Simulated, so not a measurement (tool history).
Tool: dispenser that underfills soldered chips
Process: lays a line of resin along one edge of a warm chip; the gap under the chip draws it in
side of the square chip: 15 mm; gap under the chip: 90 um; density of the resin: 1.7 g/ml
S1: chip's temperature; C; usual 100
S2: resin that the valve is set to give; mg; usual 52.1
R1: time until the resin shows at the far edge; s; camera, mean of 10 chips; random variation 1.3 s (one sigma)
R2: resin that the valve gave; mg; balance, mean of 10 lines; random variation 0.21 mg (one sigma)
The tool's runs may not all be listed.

{"run": 1, "day": 0.0, "S1": 100, "S2": 52.1, "R1": 224.1, "R2": 51.96}
{"day": 0.067, "done": "new syringe of resin"}
{"run": 2, "day": 0.258, "S1": 100, "S2": 52.1, "R1": 153.2, "R2": 51.43}
{"run": 3, "day": 0.583, "S1": 96, "S2": 52.1, "R1": 261.6, "R2": 51.31}
{"day": 0.683, "done": "new syringe of resin"}
{"run": 4, "day": 0.9, "S1": 95, "S2": 52.1, "R1": 198.2, "R2": 51.12}
{"run": 5, "day": 1.204, "S1": 100, "S2": 52.1, "R1": 212.6, "R2": 50.65}
{"day": 1.296, "done": "new syringe of resin"}
{"run": 6, "day": 1.538, "S1": 100, "S2": 52.1, "R1": 161.5, "R2": 50.86}
{"run": 7, "day": 1.692, "S1": 100, "S2": 52.1, "R1": 193.2, "R2": 50.84}
{"run": 8, "day": 1.879, "S1": 100, "S2": 52.1, "R1": 235.3, "R2": 50.68}
{"day": 1.917, "done": "new syringe of resin"}
{"day": 1.979, "done": "dispensing valve cleaned and set on the balance"}
{"run": 9, "day": 2.283, "S1": 100, "S2": 52.1, "R1": 178.8, "R2": 51.84}
{"day": 2.575, "done": "new syringe of resin"}
{"run": 10, "day": 2.625, "S1": 100, "S2": 52.1, "R1": 132.1, "R2": 52.17}
{"run": 11, "day": 2.867, "S1": 100, "S2": 52.1, "R1": 171.0, "R2": 51.96}
{"run": 12, "day": 3.046, "S1": 100, "S2": 52.1, "R1": 205.2, "R2": 51.48}
{"day": 3.196, "done": "new syringe of resin"}
{"run": 13, "day": 3.271, "S1": 100, "S2": 52.1, "R1": 131.4, "R2": 51.41}
{"run": 14, "day": 3.442, "S1": 100, "S2": 52.1, "R1": 162.4, "R2": 51.21}
{"run": 15, "day": 3.671, "S1": 108, "S2": 52.1, "R1": 141.0, "R2": 51.17}
{"day": 3.804, "done": "new syringe of resin"}
{"run": 16, "day": 4.012, "S1": 108, "S2": 52.1, "R1": 109.3, "R2": 50.99}
{"run": 17, "day": 4.154, "S1": 87, "S2": 53.0, "R1": 337.2, "R2": 51.47}
{"day": 4.412, "done": "new syringe of resin"}
{"run": 18, "day": 4.475, "S1": 86, "S2": 62.2, "R1": 252.2, "R2": 60.25}
{"day": 4.642, "done": "dispensing valve cleaned and set on the balance"}
{"run": 19, "day": 4.712, "S1": 100, "S2": 62.2, "R1": 158.7, "R2": 61.79}
{"run": 20, "day": 5.025, "S1": 100, "S2": 49.1, "R1": 232.1, "R2": 48.84}
{"day": 5.067, "done": "new syringe of resin"}
{"run": 21, "day": 5.375, "S1": 97, "S2": 52.5, "R1": 193.9, "R2": 51.92}
{"run": 22, "day": 5.629, "S1": 89, "S2": 49.3, "R1": 378.6, "R2": 48.71}
{"day": 5.683, "done": "new syringe of resin"}
{"run": 23, "day": 5.912, "S1": 110, "S2": 46.8, "R1": 100.6, "R2": 46.37}
{"run": 24, "day": 6.079, "S1": 113, "S2": 65.8, "R1": 102.1, "R2": 64.66}
{"day": 6.304, "done": "new syringe of resin"}
{"run": 25, "day": 6.35, "S1": 100, "S2": 48.0, "R1": 126.4, "R2": 47.28}
{"run": 26, "day": 6.567, "S1": 105, "S2": 65.5, "R1": 123.6, "R2": 64.67}
{"run": 27, "day": 6.888, "S1": 105, "S2": 65.5, "R1": 175.5, "R2": 64.24}

3 ways to go on from here, each from the tool as it stands after run 27. What would each give?
{"day": 6.925, "done": "new syringe of resin"}
{"run": "A", "day": 7.1, "S1": 96, "S2": 55.2, "R1": "?", "R2": "?"}
{"day": 6.925, "done": "new syringe of resin"}
{"run": "B", "day": 7.1, "S1": 105, "S2": 48.0, "R1": "?", "R2": "?"}
{"day": 6.925, "done": "new syringe of resin"}
{"run": "C", "day": 7.1, "S1": 105, "S2": 65.7, "R1": "?", "R2": "?"}

run=A R1=171.7 R2=53.58
run=B R1=115.9 R2=46.84
run=C R1=111.7 R2=63.91
Without the tool's hidden state the same runs would have given:
run=A R1=152.8 R2=55.05
run=B R1=102.5 R2=48.12
run=C R1=99.3 R2=65.66
